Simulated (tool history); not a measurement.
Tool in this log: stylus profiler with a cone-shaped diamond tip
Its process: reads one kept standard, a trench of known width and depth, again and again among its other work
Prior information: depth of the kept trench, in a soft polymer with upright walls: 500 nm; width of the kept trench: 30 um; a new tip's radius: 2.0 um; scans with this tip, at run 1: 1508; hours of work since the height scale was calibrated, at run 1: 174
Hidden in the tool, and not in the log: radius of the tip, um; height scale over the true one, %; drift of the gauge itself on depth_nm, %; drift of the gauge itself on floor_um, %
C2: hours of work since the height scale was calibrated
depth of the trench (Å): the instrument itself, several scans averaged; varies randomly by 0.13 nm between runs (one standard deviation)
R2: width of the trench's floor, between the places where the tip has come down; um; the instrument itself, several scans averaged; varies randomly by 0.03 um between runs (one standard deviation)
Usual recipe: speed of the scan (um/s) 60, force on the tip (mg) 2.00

run 1 hour=0.0 | speed_of_the_scan_(um/s)=60 force_on_the_tip_(mg)=2.00 | scans_with_this_tip=1508 C2=174 | depth_of_the_trench_(Å)=5038.7 R2=27.11
run 2 hour=17.9 | speed_of_the_scan_(um/s)=60 force_on_the_tip_(mg)=2.00 | scans_with_this_tip=1572 C2=181 | depth_of_the_trench_(Å)=5036.5 R2=27.11
run 3 hour=33.4 | speed_of_the_scan_(um/s)=124 force_on_the_tip_(mg)=2.00 | scans_with_this_tip=1627 C2=187 | depth_of_the_trench_(Å)=5038.7 R2=26.87
run 4 hour=44.2 | speed_of_the_scan_(um/s)=124 force_on_the_tip_(mg)=2.00 | scans_with_this_tip=1665 C2=192 | depth_of_the_trench_(Å)=5037.2 R2=26.93
run 5 hour=53.2 | speed_of_the_scan_(um/s)=60 force_on_the_tip_(mg)=1.68 | scans_with_this_tip=1698 C2=195 | depth_of_the_trench_(Å)=5035.8 R2=27.03
run 6 hour=61.7 | speed_of_the_scan_(um/s)=60 force_on_the_tip_(mg)=1.68 | scans_with_this_tip=1728 C2=199 | depth_of_the_trench_(Å)=5031.7 R2=27.04
run 7 hour=70.7 | speed_of_the_scan_(um/s)=60 force_on_the_tip_(mg)=1.68 | scans_with_this_tip=1760 C2=202 | depth_of_the_trench_(Å)=5033.0 R2=27.04
run 8 hour=82.1 | speed_of_the_scan_(um/s)=60 force_on_the_tip_(mg)=1.68 | scans_with_this_tip=1801 C2=207 | depth_of_the_trench_(Å)=5035.7 R2=27.03
run 9 hour=99.7 | speed_of_the_scan_(um/s)=60 force_on_the_tip_(mg)=1.68 | scans_with_this_tip=1863 C2=214 | depth_of_the_trench_(Å)=5034.9 R2=27.02
run 10 hour=112.5 | speed_of_the_scan_(um/s)=60 force_on_the_tip_(mg)=2.00 | scans_with_this_tip=1909 C2=220 | depth_of_the_trench_(Å)=5039.9 R2=27.03
run 11 hour=130.8 | speed_of_the_scan_(um/s)=60 force_on_the_tip_(mg)=2.00 | scans_with_this_tip=1974 C2=227 | depth_of_the_trench_(Å)=5039.2 R2=27.02
run 12 hour=141.3 | speed_of_the_scan_(um/s)=60 force_on_the_tip_(mg)=2.00 | scans_with_this_tip=2012 C2=231 | depth_of_the_trench_(Å)=5038.3 R2=27.08
run 13 hour=157.4 | speed_of_the_scan_(um/s)=60 force_on_the_tip_(mg)=2.00 | scans_with_this_tip=2069 C2=238 | depth_of_the_trench_(Å)=5038.4 R2=27.04
run 14 hour=175.4 | speed_of_the_scan_(um/s)=157 force_on_the_tip_(mg)=4.06 | scans_with_this_tip=2133 C2=245 | depth_of_the_trench_(Å)=5059.3 R2=26.90
-- hour=176.8 height scale calibrated on a step standard
run 15 hour=194.2 | speed_of_the_scan_(um/s)=174 force_on_the_tip_(mg)=1.41 | scans_with_this_tip=2199 C2=7 | depth_of_the_trench_(Å)=5030.7 R2=26.66
run 16 hour=213.7 | speed_of_the_scan_(um/s)=176 force_on_the_tip_(mg)=1.42 | scans_with_this_tip=2268 C2=15 | depth_of_the_trench_(Å)=5032.8 R2=26.61
run 17 hour=229.3 | speed_of_the_scan_(um/s)=233 force_on_the_tip_(mg)=1.87 | scans_with_this_tip=2324 C2=22 | depth_of_the_trench_(Å)=5038.4 R2=26.53
run 18 hour=238.3 | speed_of_the_scan_(um/s)=233 force_on_the_tip_(mg)=3.76 | scans_with_this_tip=2355 C2=25 | depth_of_the_trench_(Å)=5058.5 R2=26.76
run 19 hour=254.2 | speed_of_the_scan_(um/s)=233 force_on_the_tip_(mg)=3.76 | scans_with_this_tip=2412 C2=32 | depth_of_the_trench_(Å)=5058.2 R2=26.72
run 20 hour=269.5 | speed_of_the_scan_(um/s)=41 force_on_the_tip_(mg)=0.67 | scans_with_this_tip=2467 C2=38 | depth_of_the_trench_(Å)=5022.4 R2=26.95
-- hour=272.1 height scale calibrated on a step standard, once more
run 21 hour=281.4 | speed_of_the_scan_(um/s)=192 force_on_the_tip_(mg)=1.06 | scans_with_this_tip=2507 C2=4 | depth_of_the_trench_(Å)=5023.0 R2=26.50
run 22 hour=298.0 | speed_of_the_scan_(um/s)=159 force_on_the_tip_(mg)=3.50 | scans_with_this_tip=2567 C2=11 | depth_of_the_trench_(Å)=5051.4 R2=26.80
run 23 hour=312.1 | speed_of_the_scan_(um/s)=170 force_on_the_tip_(mg)=1.05 | scans_with_this_tip=2617 C2=16 | depth_of_the_trench_(Å)=5023.2 R2=26.58
run 24 hour=322.4 | speed_of_the_scan_(um/s)=38 force_on_the_tip_(mg)=2.87 | scans_with_this_tip=2654 C2=21 | depth_of_the_trench_(Å)=5045.5 R2=27.01

Describe how what the log doesn't record of the tool's condition differs between the last listed run preceding each entry between runs and the first listed run following it.
From run 14 to run 15: height scale calibrated on a step standard (hour 176.8)
  radius of the tip, um: 2.26 -> 2.27; height scale over the true one, %: 0.087 -> 0.114
  difference, measured minus the result without the unlogged condition, depth of the trench (Å): +4.4 -> +5.7; R2: -0.19 -> -0.20 um
From run 20 to run 21: height scale calibrated on a step standard, once more (hour 272.1)
  radius of the tip, um: 2.31 -> 2.32; height scale over the true one, %: 0.127 -> 0.003
  difference, measured minus the result without the unlogged condition, depth of the trench (Å): +6.4 -> +0.1; R2: -0.23 -> -0.23 um

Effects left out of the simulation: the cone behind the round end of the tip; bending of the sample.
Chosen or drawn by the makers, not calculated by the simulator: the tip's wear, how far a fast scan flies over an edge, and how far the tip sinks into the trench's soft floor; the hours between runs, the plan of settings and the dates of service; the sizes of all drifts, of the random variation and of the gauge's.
